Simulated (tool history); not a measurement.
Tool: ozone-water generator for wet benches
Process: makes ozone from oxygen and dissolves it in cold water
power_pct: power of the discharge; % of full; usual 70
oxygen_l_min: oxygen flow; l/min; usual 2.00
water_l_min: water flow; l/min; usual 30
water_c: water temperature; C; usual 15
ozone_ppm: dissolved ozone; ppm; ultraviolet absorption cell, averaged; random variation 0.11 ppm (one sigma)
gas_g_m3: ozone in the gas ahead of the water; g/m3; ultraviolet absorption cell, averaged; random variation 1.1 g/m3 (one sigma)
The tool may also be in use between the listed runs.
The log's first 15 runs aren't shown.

run	hour	power_pct	oxygen_l_min	water_l_min	water_c	hours of work since the electrodes were changed	hours of work since the contactor was cleaned	hours of work since the thermometer was calibrated	ozone_ppm	gas_g_m3
16	1089.2	70	2.00	30	15	3151	8220	4326	8.2	192.6
# hour 1153.6: water thermometer calibrated
17	1172.6	70	2.00	30	15	3227	8296	17	8.2	193.3
18	1254.5	41	3.09	43	8	3302	8371	92	5.3	121.1
19	1316.0	60	3.09	31	8	3358	8427	148	9.1	151.5
20	1380.8	69	2.74	31	8	3418	8486	208	9.5	168.4
21	1447.8	69	2.74	31	8	3479	8547	269	9.3	170.5
22	1505.2	70	2.31	30	7	3531	8600	321	9.3	183.6
23	1555.6	63	3.13	42	14	3577	8646	367	6.9	152.8
24	1624.2	63	3.13	42	15	3640	8709	430	6.9	155.3
25	1701.3	63	3.13	42	15	3711	8779	501	6.8	153.7
26	1772.5	63	3.13	33	23	3776	8844	566	8.2	153.8
27	1826.7	41	2.41	31	11	3825	8894	615	6.6	133.1
28	1879.7	70	2.41	31	18	3874	8942	664	8.5	180.7
29	1962.0	70	2.41	31	18	3949	9017	739	8.7	180.4
30	2057.9	41	2.00	30	15	4037	9105	827	6.1	144.1
31	2129.0	42	1.65	30	15	4102	9170	892	5.8	157.2
32	2220.0	92	1.18	33	9	4185	9253	975	6.8	279.9

Forecast each of these 4 alternatives for the next run:
A	2306.1	83	2.48	33	15	4264	9332	1054	?	?
B	2306.1	70	2.20	30	14	4264	9332	1054	?	?
C	2306.1	62	2.00	40	15	4264	9332	1054	?	?
D	2306.1	70	1.75	30	10	4264	9332	1054	?	?

run	ozone_ppm	gas_g_m3
A	9.1	195.5
B	8.7	185.5
C	5.9	181.0
D	7.9	203.5
Without the tool's hidden state the same runs would have given:
run	ozone_ppm	gas_g_m3
A	9.1	195.6
B	8.7	185.6
C	5.9	181.1
D	7.9	203.6

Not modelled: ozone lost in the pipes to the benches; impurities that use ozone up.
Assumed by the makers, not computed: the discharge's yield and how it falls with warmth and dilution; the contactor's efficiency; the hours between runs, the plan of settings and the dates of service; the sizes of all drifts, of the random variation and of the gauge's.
